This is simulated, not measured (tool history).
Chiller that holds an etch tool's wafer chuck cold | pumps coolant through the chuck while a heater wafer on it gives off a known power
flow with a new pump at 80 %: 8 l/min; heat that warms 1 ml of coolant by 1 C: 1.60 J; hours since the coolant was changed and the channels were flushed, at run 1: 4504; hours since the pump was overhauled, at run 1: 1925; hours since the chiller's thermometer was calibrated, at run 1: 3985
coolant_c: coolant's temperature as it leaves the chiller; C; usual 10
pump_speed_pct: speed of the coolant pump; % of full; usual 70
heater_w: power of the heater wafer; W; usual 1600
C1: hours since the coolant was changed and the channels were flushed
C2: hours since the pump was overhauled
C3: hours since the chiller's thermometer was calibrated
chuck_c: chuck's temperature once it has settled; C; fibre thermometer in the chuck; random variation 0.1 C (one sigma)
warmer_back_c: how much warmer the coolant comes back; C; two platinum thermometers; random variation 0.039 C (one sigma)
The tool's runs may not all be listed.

Run 1, day 0.000: usual settings; C1 4504; C2 1925; C3 3985. Result: chuck_c 29.6 C, warmer_back_c 9.06 C.
Run 2, day 1.300: usual settings; C1 4535; C2 1957; C3 4016. Result: chuck_c 29.8 C, warmer_back_c 8.97 C.
Run 3, day 3.083: usual settings; C1 4578; C2 1999; C3 4059. Result: chuck_c 30.1 C, warmer_back_c 8.94 C.
Run 4, day 3.929: usual settings; C1 4598; C2 2020; C3 4079. Result: chuck_c 29.8 C, warmer_back_c 9.04 C.
Run 5, day 5.958: usual settings; C1 4647; C2 2068; C3 4127. Result: chuck_c 30.0 C, warmer_back_c 9.04 C.
Run 6, day 7.046: usual settings but coolant_c 9 C; C1 4673; C2 2095; C3 4154. Result: chuck_c 29.1 C, warmer_back_c 9.03 C.
At day 8.025: coolant changed, channels flushed.
Run 7, day 8.188: usual settings but pump_speed_pct 65 % of full; C1 4; C2 2116; C3 4175. Result: chuck_c 27.8 C, warmer_back_c 9.68 C.
Run 8, day 9.783: usual settings; C1 42; C2 2154; C3 4213. Result: chuck_c 26.5 C, warmer_back_c 9.04 C.
Run 9, day 10.700: usual settings; C1 64; C2 2176; C3 4235. Result: chuck_c 26.5 C, warmer_back_c 9.11 C.
Run 10, day 12.083: usual settings; C1 97; C2 2209; C3 4268. Result: chuck_c 26.7 C, warmer_back_c 9.07 C.
Run 11, day 13.683: usual settings; C1 136; C2 2248; C3 4307. Result: chuck_c 26.6 C, warmer_back_c 9.05 C.
Run 12, day 14.942: usual settings but heater_w 1650 W; C1 166; C2 2278; C3 4337. Result: chuck_c 27.2 C, warmer_back_c 9.38 C.
Run 13, day 15.942: usual settings; C1 190; C2 2302; C3 4361. Result: chuck_c 26.7 C, warmer_back_c 9.19 C.
Run 14, day 16.862: usual settings; C1 212; C2 2324; C3 4383. Result: chuck_c 26.8 C, warmer_back_c 9.08 C.
Run 15, day 18.742: usual settings; C1 257; C2 2369; C3 4428. Result: chuck_c 26.8 C, warmer_back_c 9.12 C.
Run 16, day 19.942: usual settings; C1 286; C2 2398; C3 4457. Result: chuck_c 26.8 C, warmer_back_c 9.11 C.
Run 17, day 21.221: usual settings; C1 317; C2 2429; C3 4488. Result: chuck_c 26.8 C, warmer_back_c 9.15 C.
At day 21.388: chiller's thermometer calibrated.
Run 18, day 22.775: usual settings but coolant_c 14 C, pump_speed_pct 71 % of full, heater_w 1076 W; C1 353; C2 2465; C3 33. Result: chuck_c 24.6 C, warmer_back_c 6.06 C.
Run 19, day 24.300: usual settings but pump_speed_pct 77 % of full; C1 390; C2 2502; C3 70. Result: chuck_c 25.2 C, warmer_back_c 8.29 C.
Run 20, day 25.488: usual settings but pump_speed_pct 77 % of full; C1 418; C2 2530; C3 98. Result: chuck_c 25.2 C, warmer_back_c 8.34 C.
Run 21, day 27.171: usual settings but coolant_c 12 C, pump_speed_pct 91 % of full, heater_w 845 W; C1 459; C2 2571; C3 139. Result: chuck_c 18.2 C, warmer_back_c 3.82 C.
Run 22, day 28.438: usual settings but coolant_c 12 C, pump_speed_pct 91 % of full, heater_w 845 W; C1 489; C2 2601; C3 169. Result: chuck_c 18.2 C, warmer_back_c 3.74 C.
Run 23, day 30.112: usual settings but pump_speed_pct 84 % of full, heater_w 1225 W; C1 529; C2 2641; C3 209. Result: chuck_c 20.4 C, warmer_back_c 5.87 C.
Run 24, day 31.725: usual settings but pump_speed_pct 84 % of full, heater_w 1225 W; C1 568; C2 2680; C3 248. Result: chuck_c 20.5 C, warmer_back_c 5.92 C.
At day 32.042: chiller's thermometer calibrated, once more.
Run 25, day 32.600: usual settings but pump_speed_pct 83 % of full; C1 588; C2 2700; C3 13. Result: chuck_c 25.2 C, warmer_back_c 7.83 C.
Run 26, day 34.492: usual settings but coolant_c 4 C, pump_speed_pct 64 % of full, heater_w 940 W; C1 633; C2 2745; C3 59. Result: chuck_c 15.4 C, warmer_back_c 5.87 C.
Run 27, day 35.733: usual settings but coolant_c 8 C, heater_w 2117 W; C1 663; C2 2775; C3 89. Result: chuck_c 31.7 C, warmer_back_c 12.23 C.
Run 28, day 37.579: usual settings but coolant_c 13 C, pump_speed_pct 79 % of full, heater_w 835 W; C1 707; C2 2819; C3 133. Result: chuck_c 21.4 C, warmer_back_c 4.28 C.
Run 29, day 39.583: usual settings but coolant_c 13 C, pump_speed_pct 79 % of full, heater_w 835 W; C1 755; C2 2868; C3 181. Result: chuck_c 21.5 C, warmer_back_c 4.32 C.
Run 30, day 40.958: usual settings but coolant_c 2 C, pump_speed_pct 64 % of full, heater_w 1225 W; C1 788; C2 2900; C3 214. Result: chuck_c 16.9 C, warmer_back_c 7.75 C.
Run 31, day 41.804: usual settings but coolant_c 2 C, pump_speed_pct 64 % of full, heater_w 1225 W; C1 809; C2 2921; C3 234. Result: chuck_c 16.9 C, warmer_back_c 7.74 C.

5 ways to go on from here, each from the tool as it stands after run 31. What would each give?
Run A, day 43.158: usual settings but pump_speed_pct 64 % of full, heater_w 2098 W; C1 841; C2 2953; C3 267. Result: chuck_c ?, warmer_back_c ?.
Run B, day 43.158: usual settings but coolant_c 8 C, pump_speed_pct 63 % of full, heater_w 2173 W; C1 841; C2 2953; C3 267. Result: chuck_c ?, warmer_back_c ?.
Run C, day 43.158: usual settings but coolant_c 2 C, pump_speed_pct 64 % of full, heater_w 1439 W; C1 841; C2 2953; C3 267. Result: chuck_c ?, warmer_back_c ?.
Run D, day 43.158: usual settings but coolant_c 11 C, pump_speed_pct 64 % of full, heater_w 1225 W; C1 841; C2 2953; C3 267. Result: chuck_c ?, warmer_back_c ?.
Run E, day 43.158: usual settings but coolant_c 7 C, pump_speed_pct 79 % of full, heater_w 890 W; C1 841; C2 2953; C3 267. Result: chuck_c ?, warmer_back_c ?.

run  chuck_c  warmer_back_c
  A     35.6          13.32
  B     34.9          13.95
  C     19.6           9.12
  D     25.7           7.77
  E     16.0           4.61
Without the tool's hidden state the same runs would have given:
run  chuck_c  warmer_back_c
  A     32.9          12.22
  B     32.2          12.79
  C     17.8           8.37
  D     24.2           7.13
  E     15.1           4.23
